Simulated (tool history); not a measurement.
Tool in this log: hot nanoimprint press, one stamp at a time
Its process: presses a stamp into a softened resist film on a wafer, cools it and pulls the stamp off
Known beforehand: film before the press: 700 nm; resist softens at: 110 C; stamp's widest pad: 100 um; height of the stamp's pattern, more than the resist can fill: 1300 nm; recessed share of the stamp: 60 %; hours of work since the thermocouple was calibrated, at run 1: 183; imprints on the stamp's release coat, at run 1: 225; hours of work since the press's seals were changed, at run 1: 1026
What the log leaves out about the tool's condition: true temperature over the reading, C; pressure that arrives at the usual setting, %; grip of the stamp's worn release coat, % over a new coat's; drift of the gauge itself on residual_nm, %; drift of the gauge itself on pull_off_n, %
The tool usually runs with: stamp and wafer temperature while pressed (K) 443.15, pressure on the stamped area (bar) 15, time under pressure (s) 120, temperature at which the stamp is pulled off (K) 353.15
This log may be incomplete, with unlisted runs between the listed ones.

| run | hour | stamp and wafer temperature while pressed (K) | pressure on the stamped area (bar) | time under pressure (s) | temperature at which the stamp is pulled off (K) | hours of work since the thermocouple was calibrated | imprints on the stamp's release coat | hours of work since the press's seals were changed | resist left under the stamp's widest pad (Å) | greatest force while the stamp is pulled off (N) |
|---|---|---|---|---|---|---|---|---|---|---|
| 1 | 0 | 443.15 | 15 | 120 | 353.15 | 183 | 225 | 1026 | 3737 | 187 |
| 2 | 23.8 | 443.15 | 15 | 120 | 353.15 | 199 | 311 | 1042 | 3788 | 189 |
| 3 | 62.3 | 443.15 | 18.8 | 120 | 353.15 | 224 | 449 | 1067 | 3433 | 189 |
| 4 | 79.8 | 443.15 | 18.8 | 120 | 353.15 | 236 | 512 | 1079 | 3464 | 192 |
|  | 89.2 | stamp cleaned and given a new release coat |
| 5 | 120 | 435.15 | 15 | 120 | 353.15 | 258 | 110 | 1101 | 5257 | 197 |
| 6 | 152.1 | 435.15 | 15 | 120 | 353.15 | 279 | 226 | 1122 | 5209 | 187 |
| 7 | 185 | 443.15 | 20.4 | 120 | 353.15 | 301 | 345 | 1144 | 3348 | 189 |
| 8 | 223 | 443.15 | 15 | 83 | 353.15 | 326 | 481 | 1169 | 4233 | 198 |
|  | 239.8 | stamp cleaned and given a new release coat |
| 9 | 264.5 | 443.15 | 15 | 83 | 353.15 | 349 | 89 | 1192 | 4244 | 194 |
| 10 | 299.2 | 443.15 | 15 | 83 | 353.15 | 372 | 215 | 1215 | 4247 | 181 |
| 11 | 331.2 | 443.15 | 15 | 83 | 353.15 | 393 | 330 | 1236 | 4260 | 189 |
|  | 365.6 | plate thermocouple calibrated |
| 12 | 366.6 | 443.15 | 15 | 83 | 353.15 | 1 | 447 | 1257 | 4251 | 190 |
|  | 393.6 | stamp cleaned and given a new release coat |
| 13 | 397.5 | 435.15 | 15 | 120 | 353.15 | 17 | 14 | 1274 | 5188 | 194 |
|  | 411.5 | press's hydraulic seals changed and the load cell set to zero |
| 14 | 425.8 | 435.15 | 15 | 120 | 353.15 | 30 | 88 | 9 | 5250 | 190 |
| 15 | 466.9 | 435.15 | 15 | 120 | 353.15 | 57 | 236 | 36 | 5139 | 189 |
| 16 | 492.8 | 440.15 | 12.8 | 67 | 355.15 | 75 | 329 | 53 | 5210 | 179 |
| 17 | 513.8 | 441.15 | 15 | 105 | 357.15 | 88 | 404 | 67 | 4275 | 176 |
|  | 553.5 | stamp cleaned and given a new release coat |
| 18 | 558.2 | 441.15 | 15 | 105 | 357.15 | 114 | 17 | 93 | 4303 | 172 |
| 19 | 599.5 | 441.15 | 15 | 105 | 357.15 | 141 | 166 | 120 | 4330 | 177 |
| 20 | 617.2 | 441.15 | 15 | 105 | 357.15 | 152 | 229 | 131 | 4331 | 171 |
| 21 | 653.5 | 449.15 | 15 | 120 | 353.15 | 176 | 360 | 155 | 2834 | 192 |
| 22 | 692 | 449.15 | 15 | 120 | 353.15 | 202 | 499 | 181 | 2814 | 190 |
|  | 703.5 | stamp cleaned and given a new release coat |
| 23 | 720.5 | 443.15 | 22.9 | 120 | 353.15 | 217 | 61 | 195 | 3190 | 188 |
| 24 | 753.5 | 443.15 | 14.1 | 120 | 353.15 | 238 | 180 | 217 | 3853 | 191 |
| 25 | 789.5 | 443.15 | 19.7 | 63 | 345.15 | 262 | 310 | 241 | 4252 | 220 |
| 26 | 831.1 | 449.15 | 9.6 | 63 | 345.15 | 289 | 460 | 268 | 4219 | 224 |
|  | 856.5 | stamp cleaned and given a new release coat |
| 27 | 879.3 | 441.15 | 15 | 110 | 353.15 | 317 | 83 | 296 | 4235 | 193 |
| 28 | 918.7 | 441.15 | 15 | 110 | 353.15 | 343 | 224 | 322 | 4205 | 191 |
| 29 | 942.5 | 450.15 | 10.3 | 70 | 351.15 | 359 | 310 | 338 | 3819 | 198 |

Consider 3 possible next runs. They are alternatives, not a sequence: every one starts from the tool as it was left by run 29. What does each give?
| A | 965.5 | 442.15 | 11.8 | 70 | 351.15 | 374 | 393 | 353 | ? | ? |
| B | 965.5 | 450.15 | 9.9 | 118 | 346.15 | 374 | 393 | 353 | ? | ? |
| C | 965.5 | 438.15 | 17.3 | 70 | 353.15 | 374 | 393 | 353 | ? | ? |

| run | resist left under the stamp's widest pad (Å) | greatest force while the stamp is pulled off (N) |
|---|---|---|
| A | 4975 | 191 |
| B | 3198 | 217 |
| C | 5160 | 191 |
What these runs would have given with no unlogged condition in the tool:
| run | resist left under the stamp's widest pad (Å) | greatest force while the stamp is pulled off (N) |
|---|---|---|
| A | 4970 | 190 |
| B | 3193 | 217 |
| C | 5153 | 190 |

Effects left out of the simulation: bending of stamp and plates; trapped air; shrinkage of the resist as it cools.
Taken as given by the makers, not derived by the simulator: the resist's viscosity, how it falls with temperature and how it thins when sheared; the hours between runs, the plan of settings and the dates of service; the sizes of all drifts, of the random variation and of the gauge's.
